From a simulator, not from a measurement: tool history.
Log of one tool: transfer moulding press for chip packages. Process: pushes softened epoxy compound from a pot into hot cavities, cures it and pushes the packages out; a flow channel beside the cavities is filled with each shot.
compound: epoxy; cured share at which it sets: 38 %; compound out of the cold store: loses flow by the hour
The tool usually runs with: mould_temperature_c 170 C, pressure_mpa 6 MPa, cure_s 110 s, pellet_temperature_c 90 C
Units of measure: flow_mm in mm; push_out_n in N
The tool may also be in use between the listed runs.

| run | hour | mould_temperature_c | pressure_mpa | cure_s | pellet_temperature_c | incoming compound's hours out of the cold store | flow_mm | push_out_n |
|---|---|---|---|---|---|---|---|---|
| 1 | 0 | 170 | 6 | 110 | 90 | 16.3 | 825 | 858 |
| 2 | 17.8 | 168 | 6 | 110 | 90 | 24.9 | 827 | 1145 |
|  | 27.6 | cavities cleaned with cleaning compound and waxed |
| 3 | 41.9 | 168 | 6 | 110 | 90 | 43.4 | 784 | 840 |
| 4 | 59.1 | 168 | 6 | 110 | 99 | 35.1 | 805 | 1058 |
|  | 83 | cavities cleaned with cleaning compound and waxed |
| 5 | 91.5 | 168 | 5.98 | 110 | 99 | 17.4 | 830 | 807 |
| 6 | 125.7 | 170 | 6 | 110 | 90 | 8.7 | 837 | 1051 |
|  | 139.8 | cavities cleaned with cleaning compound and waxed |
| 7 | 146.4 | 170 | 6 | 130 | 90 | 10.9 | 828 | 543 |
| 8 | 163.9 | 170 | 6 | 130 | 90 | 30.1 | 796 | 704 |
|  | 198 | cavities cleaned with cleaning compound and waxed |
| 9 | 202.5 | 170 | 6 | 110 | 90 | 26.6 | 793 | 651 |
|  | 208.2 | mould's thermocouples calibrated |
| 10 | 225.7 | 170 | 6 | 110 | 90 | 23 | 801 | 889 |
| 11 | 252.2 | 170 | 6 | 110 | 90 | 20 | 810 | 1078 |
|  | 256.8 | cavities cleaned with cleaning compound and waxed |
| 12 | 283.4 | 170 | 6.86 | 110 | 90 | 17.9 | 872 | 936 |
|  | 315.4 | cavities cleaned with cleaning compound and waxed |
| 13 | 320.7 | 170 | 6 | 110 | 90 | 47.7 | 755 | 635 |
| 14 | 349.2 | 170 | 6 | 110 | 91 | 47.9 | 756 | 957 |
|  | 370.9 | cavities cleaned with cleaning compound and waxed |
| 15 | 375.8 | 170 | 6 | 110 | 91 | 15.3 | 805 | 691 |
| 16 | 403.2 | 170 | 6 | 110 | 91 | 25.8 | 786 | 977 |
|  | 428.3 | cavities cleaned with cleaning compound and waxed |
| 17 | 429.8 | 165 | 6 | 110 | 80 | 19.2 | 827 | 911 |
|  | 452.3 | mould's thermocouples calibrated, once more |
| 18 | 457 | 165 | 6 | 110 | 80 | 44.8 | 772 | 1207 |
| 19 | 477.9 | 165 | 6 | 110 | 80 | 26.3 | 796 | 1453 |
|  | 487.5 | cavities cleaned with cleaning compound and waxed |
| 20 | 510.9 | 172 | 6 | 110 | 87 | 26.3 | 762 | 760 |
|  | 544.5 | cavities cleaned with cleaning compound and waxed |
| 21 | 544.5 | 163 | 6 | 136 | 87 | 15.2 | 834 | 615 |
| 22 | 564.4 | 164 | 6.09 | 136 | 87 | 14.4 | 836 | 865 |
| 23 | 596.5 | 164 | 6.26 | 112 | 87 | 43.3 | 783 | 1519 |
|  | 601 | cavities cleaned with cleaning compound and waxed |
| 24 | 633.5 | 164 | 6.26 | 112 | 83 | 22.2 | 821 | 1382 |
|  | 653.3 | plunger's sealing rings changed |
|  | 660.7 | cavities cleaned with cleaning compound and waxed |
| 25 | 667 | 177 | 7.14 | 110 | 90 | 33.2 | 838 | 514 |
| 26 | 698.9 | 177 | 7.14 | 110 | 90 | 21.8 | 857 | 729 |
|  | 717.2 | cavities cleaned with cleaning compound and waxed |
| 27 | 732 | 177 | 7.14 | 110 | 90 | 32.7 | 833 | 572 |

Below are 3 alternative next runs, each starting from the tool's condition after run 27. Predict each:
| A | 752.6 | 166 | 7.14 | 110 | 90 | 43.1 | ? | ? |
| B | 752.6 | 170 | 6 | 128 | 90 | 24.2 | ? | ? |
| C | 752.6 | 173 | 6.44 | 95 | 90 | 36.7 | ? | ? |

| run | flow_mm | push_out_n |
|---|---|---|
| A | 881 | 1238 |
| B | 813 | 758 |
| C | 809 | 992 |
Take away the tool's hidden state, keep each run's random variation, and the runs would have read:
| run | flow_mm | push_out_n |
|---|---|---|
| A | 890 | 718 |
| B | 822 | 438 |
| C | 817 | 571 |

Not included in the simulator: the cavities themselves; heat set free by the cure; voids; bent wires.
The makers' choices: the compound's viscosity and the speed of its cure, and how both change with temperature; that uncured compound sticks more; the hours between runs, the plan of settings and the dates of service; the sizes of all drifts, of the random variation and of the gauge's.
